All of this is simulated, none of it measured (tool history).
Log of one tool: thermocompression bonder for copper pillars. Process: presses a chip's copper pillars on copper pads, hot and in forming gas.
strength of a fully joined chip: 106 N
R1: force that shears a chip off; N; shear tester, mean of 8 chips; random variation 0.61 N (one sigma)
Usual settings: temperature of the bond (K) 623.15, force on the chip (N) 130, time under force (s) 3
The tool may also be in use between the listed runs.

run 1 hour=0.0 | temperature_of_the_bond_(K)=623.15 force_on_the_chip_(N)=130 time_under_force_(s)=3 | R1=56.7
run 2 hour=25.6 | temperature_of_the_bond_(K)=623.15 force_on_the_chip_(N)=130 time_under_force_(s)=3 | R1=56.8
run 3 hour=41.1 | temperature_of_the_bond_(K)=623.15 force_on_the_chip_(N)=130 time_under_force_(s)=3 | R1=57.4
run 4 hour=60.0 | temperature_of_the_bond_(K)=623.15 force_on_the_chip_(N)=130 time_under_force_(s)=3 | R1=56.0
run 5 hour=79.9 | temperature_of_the_bond_(K)=623.15 force_on_the_chip_(N)=130 time_under_force_(s)=4 | R1=62.1
run 6 hour=101.2 | temperature_of_the_bond_(K)=623.15 force_on_the_chip_(N)=130 time_under_force_(s)=4 | R1=60.6
run 7 hour=122.1 | temperature_of_the_bond_(K)=623.15 force_on_the_chip_(N)=130 time_under_force_(s)=4 | R1=60.4
run 8 hour=142.1 | temperature_of_the_bond_(K)=623.15 force_on_the_chip_(N)=130 time_under_force_(s)=3 | R1=55.3
run 9 hour=169.3 | temperature_of_the_bond_(K)=623.15 force_on_the_chip_(N)=130 time_under_force_(s)=3 | R1=56.0
run 10 hour=190.9 | temperature_of_the_bond_(K)=623.15 force_on_the_chip_(N)=130 time_under_force_(s)=2 | R1=48.1
run 11 hour=223.3 | temperature_of_the_bond_(K)=623.15 force_on_the_chip_(N)=130 time_under_force_(s)=2 | R1=48.4
run 12 hour=255.0 | temperature_of_the_bond_(K)=623.15 force_on_the_chip_(N)=183 time_under_force_(s)=4 | R1=76.7
run 13 hour=282.2 | temperature_of_the_bond_(K)=626.15 force_on_the_chip_(N)=183 time_under_force_(s)=4 | R1=77.3
run 14 hour=297.2 | temperature_of_the_bond_(K)=623.15 force_on_the_chip_(N)=140 time_under_force_(s)=2 | R1=51.1
-- hour=310.7 forming gas filter changed
run 15 hour=328.8 | temperature_of_the_bond_(K)=623.15 force_on_the_chip_(N)=140 time_under_force_(s)=2 | R1=55.8
run 16 hour=358.9 | temperature_of_the_bond_(K)=623.15 force_on_the_chip_(N)=140 time_under_force_(s)=2 | R1=55.4
run 17 hour=376.3 | temperature_of_the_bond_(K)=620.15 force_on_the_chip_(N)=140 time_under_force_(s)=2 | R1=53.2
run 18 hour=394.9 | temperature_of_the_bond_(K)=642.15 force_on_the_chip_(N)=128 time_under_force_(s)=2 | R1=60.0
run 19 hour=423.0 | temperature_of_the_bond_(K)=623.15 force_on_the_chip_(N)=112 time_under_force_(s)=6 | R1=65.4

Some steps in R1 between neighbouring runs. How much of each would the tool show without its hidden state too (settings, what came in, random variation), and how much is left for the hidden state, with any gauge scatter that isn't in both results?
The hidden state here: true temperature of the bond over the reading, C; force that reaches the chip, % of what is set; oxide that the forming gas leaves, % of the face; drift of the gauge itself on shear_n, %.
Run 11 -> 12: force on the chip (N) 130 -> 183, time under force (s) 2 -> 4. R1 +28.3 N: hidden state -2.4, all else +30.7.
Run 14 -> 15: forming gas filter changed. R1 +4.7 N: hidden state +4.3, all else +0.4.
